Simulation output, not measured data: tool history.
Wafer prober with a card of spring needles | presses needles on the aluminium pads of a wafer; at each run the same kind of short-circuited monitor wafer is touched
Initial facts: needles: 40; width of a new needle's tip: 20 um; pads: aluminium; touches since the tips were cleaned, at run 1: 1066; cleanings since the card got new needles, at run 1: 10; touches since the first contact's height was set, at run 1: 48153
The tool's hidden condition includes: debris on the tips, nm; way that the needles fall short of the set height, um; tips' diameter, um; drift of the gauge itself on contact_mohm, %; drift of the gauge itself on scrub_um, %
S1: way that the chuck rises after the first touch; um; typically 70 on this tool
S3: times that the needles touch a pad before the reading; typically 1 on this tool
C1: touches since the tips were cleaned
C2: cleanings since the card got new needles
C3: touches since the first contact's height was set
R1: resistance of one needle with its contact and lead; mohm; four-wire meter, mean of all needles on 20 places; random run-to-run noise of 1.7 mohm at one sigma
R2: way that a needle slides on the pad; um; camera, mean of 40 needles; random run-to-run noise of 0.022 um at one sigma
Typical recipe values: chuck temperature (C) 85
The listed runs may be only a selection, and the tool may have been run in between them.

Run 1, hour 0: usual settings; C1 1066; C2 10; C3 48153. Result: R1 197 mohm, R2 9.47 um.
At hour 11.8: tips cleaned on abrasive film.
Run 2, hour 14.4: usual settings; C1 871; C2 11; C3 52971. Result: R1 201 mohm, R2 9.44 um.
At hour 25.5: tips cleaned on abrasive film.
Run 3, hour 29.9: usual settings; C1 1491; C2 12; C3 58202. Result: R1 209 mohm, R2 9.47 um.
At hour 38.3: tips cleaned on abrasive film.
At hour 50.8: tips cleaned on abrasive film.
Run 4, hour 55: usual settings; C1 1412; C2 14; C3 66585. Result: R1 209 mohm, R2 9.46 um.
At hour 63.9: tips cleaned on abrasive film.
At hour 77.7: tips cleaned on abrasive film.
Run 5, hour 85: usual settings but S1 87 um; C1 2454; C2 16; C3 76662. Result: R1 213 mohm, R2 11.76 um.
At hour 90.6: tips cleaned on abrasive film.
At hour 104.7: tips cleaned on abrasive film.
At hour 118.8: tips cleaned on abrasive film.
Run 6, hour 118.8: usual settings but S1 87 um, chuck temperature (C) 113; C1 0; C2 19; C3 87975. Result: R1 187 mohm, R2 11.68 um.
At hour 132.5: tips cleaned on abrasive film.
At hour 146.3: tips cleaned on abrasive film.
Run 7, hour 148.7: usual settings but S1 87 um, chuck temperature (C) 113; C1 829; C2 21; C3 98025. Result: R1 196 mohm, R2 11.69 um.
At hour 160.2: tips cleaned on abrasive film.
Run 8, hour 164.3: usual settings but S1 83 um; C1 1368; C2 22; C3 103256. Result: R1 201 mohm, R2 11.11 um.
At hour 174.7: tips cleaned on abrasive film.
Run 9, hour 180: usual settings but S1 83 um; C1 1792; C2 23; C3 108534. Result: R1 209 mohm, R2 11.14 um.
At hour 189.6: tips cleaned on abrasive film.
Run 10, hour 195.9: usual settings but S1 83 um; C1 2123; C2 24; C3 113868. Result: R1 208 mohm, R2 11.13 um.
At hour 204: tips cleaned on abrasive film.
At hour 217.7: tips cleaned on abrasive film.
Run 11, hour 224.2: usual settings; C1 2184; C2 26; C3 123365. Result: R1 232 mohm, R2 9.33 um.
At hour 231.5: tips cleaned on abrasive film.
At hour 245.5: tips cleaned on abrasive film.
Run 12, hour 252.3: usual settings; C1 2326; C2 28; C3 132806. Result: R1 232 mohm, R2 9.3 um.
At hour 259.8: tips cleaned on abrasive film.
At hour 274.3: tips cleaned on abrasive film.
Run 13, hour 274.8: usual settings; C1 161; C2 30; C3 140317. Result: R1 193 mohm, R2 9.33 um.
At hour 278.2: height of the first contact set anew.
At hour 287.2: tips cleaned on abrasive film.
At hour 300.3: tips cleaned on abrasive film.
Run 14, hour 302.5: usual settings; C1 764; C2 32; C3 8158. Result: R1 204 mohm, R2 9.24 um.
At hour 313: tips cleaned on abrasive film.
Run 15, hour 323.4: usual settings; C1 3538; C2 33; C3 15186. Result: R1 253 mohm, R2 9.24 um.
At hour 326.6: tips cleaned on abrasive film.
At hour 340.2: tips cleaned on abrasive film.
Run 16, hour 340.2: usual settings but S1 66 um, chuck temperature (C) 52, S3 3; C1 0; C2 35; C3 20792. Result: R1 175 mohm, R2 8.69 um.
At hour 350.5: height of the first contact set anew, once more.
At hour 353.4: tips cleaned on abrasive film.
At hour 367: tips cleaned on abrasive film.
Run 17, hour 374.8: usual settings but chuck temperature (C) 75, S3 2; C1 2625; C2 37; C3 8123. Result: R1 209 mohm, R2 9.51 um.
At hour 381.1: tips cleaned on abrasive film.
Run 18, hour 391.9: usual settings but chuck temperature (C) 75, S3 2; C1 3653; C2 38; C3 13869. Result: R1 217 mohm, R2 9.55 um.
At hour 395.1: tips cleaned on abrasive film.
Run 19, hour 406.7: usual settings but S1 83 um, chuck temperature (C) 52, S3 2; C1 3919; C2 39; C3 18834. Result: R1 201 mohm, R2 11.25 um.
At hour 409: tips cleaned on abrasive film.
At hour 423.3: tips cleaned on abrasive film.
Run 20, hour 432.7: usual settings but S1 83 um, chuck temperature (C) 50, S3 2; C1 3192; C2 41; C3 27568. Result: R1 193 mohm, R2 11.27 um.
At hour 437.5: tips cleaned on abrasive film.
At hour 452.6: tips cleaned on abrasive film.
Run 21, hour 456.3: usual settings but chuck temperature (C) 101, S3 2; C1 1231; C2 43; C3 35457. Result: R1 200 mohm, R2 9.49 um.
At hour 466: tips cleaned on abrasive film.
At hour 479.5: tips cleaned on abrasive film.
Run 22, hour 487.5: usual settings but S1 55 um, chuck temperature (C) 120, S3 2; C1 2689; C2 45; C3 45936. Result: R1 241 mohm, R2 7.4 um.
At hour 493.7: tips cleaned on abrasive film.
At hour 508.4: tips cleaned on abrasive film.
Run 23, hour 514.2: usual settings but S1 58 um, chuck temperature (C) 42, S3 2; C1 1946; C2 47; C3 54889. Result: R1 214 mohm, R2 7.8 um.
At hour 523: tips cleaned on abrasive film.
At hour 536.8: tips cleaned on abrasive film.
Run 24, hour 539.1: usual settings but chuck temperature (C) 29, S3 2; C1 789; C2 49; C3 63240. Result: R1 180 mohm, R2 9.42 um.
At hour 550.4: tips cleaned on abrasive film.
At hour 564.5: tips cleaned on abrasive film.
Run 25, hour 571.3: usual settings but chuck temperature (C) 29, S3 2; C1 2299; C2 51; C3 74056. Result: R1 200 mohm, R2 9.38 um.
At hour 579.5: tips cleaned on abrasive film.
At hour 593.2: tips cleaned on abrasive film.
Run 26, hour 597.8: usual settings but S1 77 um, chuck temperature (C) 62, S3 2; C1 1548; C2 53; C3 82948. Result: R1 197 mohm, R2 10.3 um.
At hour 607.9: tips cleaned on abrasive film.
At hour 620.7: tips cleaned on abrasive film.
Run 27, hour 621.4: usual settings but S1 77 um, chuck temperature (C) 62; C1 244; C2 55; C3 90844. Result: R1 182 mohm, R2 10.27 um.
At hour 634.2: tips cleaned on abrasive film.
Run 28, hour 642.7: usual settings but S1 78 um, chuck temperature (C) 36, S3 3; C1 2868; C2 56; C3 97998. Result: R1 186 mohm, R2 10.4 um.
At hour 647.5: tips cleaned on abrasive film.
At hour 660.1: tips cleaned on abrasive film.
Run 29, hour 665.4: usual settings but S1 63 um, chuck temperature (C) 49; C1 1769; C2 58; C3 105604. Result: R1 237 mohm, R2 8.38 um.
At hour 674: tips cleaned on abrasive film.
At hour 688.8: tips cleaned on abrasive film.
Run 30, hour 692.7: usual settings but S1 63 um, chuck temperature (C) 49; C1 1324; C2 60; C3 114775. Result: R1 216 mohm, R2 8.36 um.

4 ways to go on from here, each from the tool as it stands after run 30. What would each give?
At hour 703.5: tips cleaned on abrasive film.
At hour 717.5: tips cleaned on abrasive film.
Run A, hour 720.9: usual settings but S1 63 um, chuck temperature (C) 49, S3 3; C1 1137; C2 62; C3 124214. Result: R1 ?, R2 ?.
At hour 703.5: tips cleaned on abrasive film.
At hour 717.5: tips cleaned on abrasive film.
Run B, hour 720.9: usual settings but S1 57 um, chuck temperature (C) 49; C1 1137; C2 62; C3 124214. Result: R1 ?, R2 ?.
At hour 703.5: tips cleaned on abrasive film.
At hour 717.5: tips cleaned on abrasive film.
Run C, hour 720.9: usual settings but chuck temperature (C) 69, S3 2; C1 1137; C2 62; C3 124214. Result: R1 ?, R2 ?.
At hour 703.5: tips cleaned on abrasive film.
At hour 717.5: tips cleaned on abrasive film.
Run D, hour 720.9: usual settings but S1 52 um, chuck temperature (C) 37, S3 2; C1 1137; C2 62; C3 124214. Result: R1 ?, R2 ?.

run   R1    R2
  A  188  8.34
  B  234  7.51
  C  199  9.26
  D  216   6.8
With the hidden condition removed and each run's random variation left untouched, the same runs would have given:
run   R1    R2
  A  170   8.6
  B  173  7.78
  C  174  9.53
  D  171  7.07
